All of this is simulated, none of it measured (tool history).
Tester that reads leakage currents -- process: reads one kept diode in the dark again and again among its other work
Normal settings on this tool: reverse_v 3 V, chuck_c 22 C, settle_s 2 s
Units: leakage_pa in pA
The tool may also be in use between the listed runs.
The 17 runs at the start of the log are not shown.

{"run": 18, "hour": 572.2, "reverse_v": 4.1, "chuck_c": 39, "settle_s": 2, "leakage_pa": 382.29}
{"run": 19, "hour": 606.9, "reverse_v": 4.1, "chuck_c": 39, "settle_s": 2, "leakage_pa": 381.97}
{"run": 20, "hour": 641.1, "reverse_v": 4.1, "chuck_c": 39, "settle_s": 2, "leakage_pa": 383.07}
{"run": 21, "hour": 671.1, "reverse_v": 4.1, "chuck_c": 34, "settle_s": 4.09, "leakage_pa": 270.99}
{"run": 22, "hour": 721.3, "reverse_v": 17.7, "chuck_c": 22, "settle_s": 9.77, "leakage_pa": 203.7}
{"run": 23, "hour": 745.2, "reverse_v": 17.7, "chuck_c": 22, "settle_s": 9.77, "leakage_pa": 202.83}
{"run": 24, "hour": 779.1, "reverse_v": 3, "chuck_c": 22, "settle_s": 1.45, "leakage_pa": 99.87}
{"run": 25, "hour": 818.2, "reverse_v": 1.08, "chuck_c": 24, "settle_s": 1.12, "leakage_pa": 77.37}
{"run": 26, "hour": 850.0, "reverse_v": 1.08, "chuck_c": 24, "settle_s": 1.12, "leakage_pa": 77.93}
{"run": 27, "hour": 890.8, "reverse_v": 3, "chuck_c": 30, "settle_s": 2, "leakage_pa": 181.69}
{"run": 28, "hour": 912.3, "reverse_v": 3, "chuck_c": 23, "settle_s": 0.56, "leakage_pa": 109.09}
{"run": 29, "hour": 944.6, "reverse_v": 3, "chuck_c": 23, "settle_s": 0.56, "leakage_pa": 109.72}
{"run": 30, "hour": 977.9, "reverse_v": 3, "chuck_c": 55, "settle_s": 0.37, "leakage_pa": 985.79}
{"run": 31, "hour": 1026.7, "reverse_v": 3, "chuck_c": 59, "settle_s": 8.78, "leakage_pa": 1261.97}
{"run": 32, "hour": 1050.0, "reverse_v": 4.79, "chuck_c": 29, "settle_s": 0.78, "leakage_pa": 205.12}
{"run": 33, "hour": 1087.7, "reverse_v": 4.79, "chuck_c": 29, "settle_s": 0.78, "leakage_pa": 205.92}
{"run": 34, "hour": 1119.7, "reverse_v": 4.79, "chuck_c": 29, "settle_s": 0.73, "leakage_pa": 206.07}
{"run": 35, "hour": 1163.6, "reverse_v": 1.27, "chuck_c": 34, "settle_s": 5.56, "leakage_pa": 174.23}
{"run": 36, "hour": 1190.7, "reverse_v": 2.95, "chuck_c": 24, "settle_s": 2, "leakage_pa": 118.29}
{"run": 37, "hour": 1231.9, "reverse_v": 2.95, "chuck_c": 44, "settle_s": 0.46, "leakage_pa": 483.35}
{"run": 38, "hour": 1260.9, "reverse_v": 15.06, "chuck_c": 43, "settle_s": 3.58, "leakage_pa": 865.04}
{"run": 39, "hour": 1287.1, "reverse_v": 15.06, "chuck_c": 43, "settle_s": 3.58, "leakage_pa": 868.66}

4 ways to go on from here, each from the tool as it stands after run 39. What would each give?
{"run": "A", "hour": 1331.9, "reverse_v": 3.48, "chuck_c": 32, "settle_s": 0.7, "leakage_pa": "?"}
{"run": "B", "hour": 1331.9, "reverse_v": 15.06, "chuck_c": 59, "settle_s": 1.37, "leakage_pa": "?"}
{"run": "C", "hour": 1331.9, "reverse_v": 2.9, "chuck_c": 22, "settle_s": 1.53, "leakage_pa": "?"}
{"run": "D", "hour": 1331.9, "reverse_v": 3, "chuck_c": 22, "settle_s": 0.55, "leakage_pa": "?"}

run=A leakage_pa=228.14
run=B leakage_pa=2411.93
run=C leakage_pa=101.71
run=D leakage_pa=104.19
What these runs would have given with no unlogged condition in the tool:
run=A leakage_pa=209.54
run=B leakage_pa=2253.14
run=C leakage_pa=92.27
run=D leakage_pa=94.58
